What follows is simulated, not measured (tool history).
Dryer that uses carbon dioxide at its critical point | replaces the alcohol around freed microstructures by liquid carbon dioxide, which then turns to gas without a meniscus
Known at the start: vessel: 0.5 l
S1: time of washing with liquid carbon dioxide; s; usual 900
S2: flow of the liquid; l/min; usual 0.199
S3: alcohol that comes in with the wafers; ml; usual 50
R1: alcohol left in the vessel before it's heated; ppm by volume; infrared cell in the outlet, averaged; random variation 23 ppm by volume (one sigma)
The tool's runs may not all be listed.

run	hour	S1	S2	S3	R1
1	0	900	0.199	50	1552
2	10.3	900	0.199	50	1586
3	15	900	0.199	50	1632
4	19.6	900	0.199	98	3110
5	29.7	720	0.199	98	7058
6	37.8	840	0.199	50	2134
7	46.3	900	0.199	50	1652
8	55	1140	0.199	50	574
9	59.7	1140	0.199	50	568
10	70.3	1140	0.337	50	38
11	79.2	1140	0.337	50	44
12	83.9	900	0.199	31	1050
13	94.6	900	0.199	31	1072
14	103.9	1020	0.2	50	961
15	113.4	1020	0.2	50	1008
16	123.9	1080	0.288	74	166

The same runs without the tool's hidden state, with the same run-to-run variation:
The hidden state here: flow that reaches the vessel past the clogged filter, %; alcohol in the recycled carbon dioxide, ppm; drift of the gauge itself on alcohol_ppm, %.
run	R1
1	1521
2	1539
3	1576
4	2996
5	6804
6	2022
7	1543
8	512
9	504
10	18
11	22
12	937
13	947
14	823
15	855
16	113
